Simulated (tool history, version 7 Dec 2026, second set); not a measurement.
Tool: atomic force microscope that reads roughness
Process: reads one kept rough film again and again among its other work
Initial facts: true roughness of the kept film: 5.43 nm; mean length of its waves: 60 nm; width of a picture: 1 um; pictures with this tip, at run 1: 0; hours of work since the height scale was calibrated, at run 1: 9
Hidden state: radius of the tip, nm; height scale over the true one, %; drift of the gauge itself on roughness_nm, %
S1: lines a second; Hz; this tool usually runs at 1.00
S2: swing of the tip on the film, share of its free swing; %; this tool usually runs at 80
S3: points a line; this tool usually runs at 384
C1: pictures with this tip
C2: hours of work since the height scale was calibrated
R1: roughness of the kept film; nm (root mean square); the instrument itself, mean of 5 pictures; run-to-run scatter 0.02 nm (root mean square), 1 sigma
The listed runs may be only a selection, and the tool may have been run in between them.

| run | hour | S1 | S2 | S3 | C1 | C2 | R1 |
|---|---|---|---|---|---|---|---|
| 1 | 0.0 | 1.00 | 80 | 384 | 0 | 9 | 4.993 |
| 2 | 5.0 | 1.00 | 80 | 384 | 11 | 12 | 4.993 |
| 3 | 11.5 | 1.00 | 80 | 650 | 25 | 17 | 4.899 |
| 4 | 18.2 | 2.04 | 80 | 650 | 40 | 21 | 4.627 |
| 5 | 26.3 | 1.00 | 80 | 384 | 57 | 27 | 4.820 |
| 6 | 34.2 | 1.00 | 80 | 384 | 74 | 32 | 4.740 |
| 7 | 42.6 | 1.00 | 80 | 384 | 93 | 38 | 4.703 |
| 8 | 53.2 | 1.00 | 80 | 384 | 116 | 45 | 4.617 |
|  | 62.7 | new tip fitted |
| 9 | 64.8 | 1.12 | 80 | 384 | 5 | 53 | 5.000 |
| 10 | 75.2 | 1.00 | 80 | 384 | 27 | 60 | 4.892 |
| 11 | 80.5 | 1.00 | 80 | 409 | 39 | 64 | 4.880 |
| 12 | 91.2 | 1.00 | 80 | 384 | 62 | 71 | 4.776 |
| 13 | 98.9 | 1.00 | 80 | 737 | 79 | 76 | 4.728 |
| 14 | 104.8 | 1.00 | 80 | 737 | 92 | 80 | 4.692 |
| 15 | 111.6 | 1.00 | 80 | 384 | 106 | 85 | 4.670 |
| 16 | 121.3 | 1.00 | 80 | 384 | 127 | 91 | 4.586 |
|  | 125.6 | new tip fitted |
| 17 | 130.3 | 1.00 | 80 | 384 | 10 | 97 | 4.960 |
| 18 | 140.4 | 1.00 | 80 | 384 | 32 | 104 | 4.851 |
| 19 | 150.4 | 0.56 | 80 | 384 | 54 | 111 | 4.909 |
| 20 | 155.3 | 0.56 | 80 | 384 | 64 | 114 | 4.896 |
| 21 | 166.4 | 0.56 | 80 | 384 | 88 | 122 | 4.801 |
| 22 | 176.3 | 0.56 | 80 | 384 | 110 | 129 | 4.759 |
| 23 | 187.1 | 0.56 | 80 | 384 | 133 | 136 | 4.685 |
|  | 188.3 | new tip fitted |
| 24 | 197.0 | 0.56 | 80 | 384 | 19 | 143 | 5.066 |
| 25 | 205.7 | 1.00 | 80 | 384 | 38 | 148 | 4.866 |
| 26 | 213.3 | 1.00 | 80 | 384 | 54 | 154 | 4.841 |
| 27 | 224.0 | 1.00 | 88 | 384 | 77 | 161 | 4.699 |
| 28 | 229.3 | 0.58 | 80 | 385 | 89 | 165 | 4.859 |
| 29 | 239.1 | 0.58 | 87 | 599 | 110 | 171 | 4.733 |
| 30 | 244.0 | 0.65 | 76 | 953 | 121 | 175 | 4.739 |
|  | 250.7 | new tip fitted |
| 31 | 253.6 | 0.65 | 76 | 953 | 6 | 181 | 5.112 |
| 32 | 259.6 | 0.98 | 80 | 384 | 19 | 185 | 4.937 |
| 33 | 267.0 | 1.27 | 68 | 923 | 35 | 190 | 5.017 |
| 34 | 278.1 | 1.00 | 80 | 428 | 59 | 198 | 4.798 |
| 35 | 287.3 | 1.00 | 80 | 428 | 79 | 204 | 4.721 |
| 36 | 295.5 | 1.00 | 80 | 428 | 97 | 209 | 4.678 |
| 37 | 304.3 | 1.90 | 60 | 452 | 116 | 215 | 4.716 |
|  | 313.9 | new tip fitted |
| 38 | 315.2 | 2.07 | 86 | 458 | 2 | 223 | 4.614 |
| 39 | 323.3 | 2.87 | 77 | 458 | 20 | 228 | 4.664 |
| 40 | 333.2 | 2.87 | 77 | 458 | 42 | 235 | 4.540 |
| 41 | 344.4 | 2.87 | 77 | 458 | 66 | 243 | 4.517 |
| 42 | 353.3 | 2.87 | 77 | 458 | 85 | 249 | 4.438 |
| 43 | 361.6 | 1.00 | 59 | 927 | 103 | 254 | 4.851 |
| 44 | 369.3 | 2.37 | 59 | 790 | 120 | 260 | 4.679 |
|  | 376.7 | new tip fitted |
| 45 | 379.2 | 1.44 | 80 | 401 | 6 | 266 | 4.889 |
| 46 | 386.9 | 1.44 | 80 | 401 | 22 | 271 | 4.872 |
| 47 | 395.8 | 1.44 | 80 | 401 | 42 | 277 | 4.761 |
| 48 | 402.9 | 1.26 | 79 | 344 | 57 | 282 | 4.771 |

Expected results for the next run?
| 49 | 413.0 | 1.49 | 76 | 277 | 79 | 289 | ? |

{"run 49": {"R1": 4.678}}
The same run, on a tool lacking any hidden state, would have yielded R1 4.949 nm (root mean square).
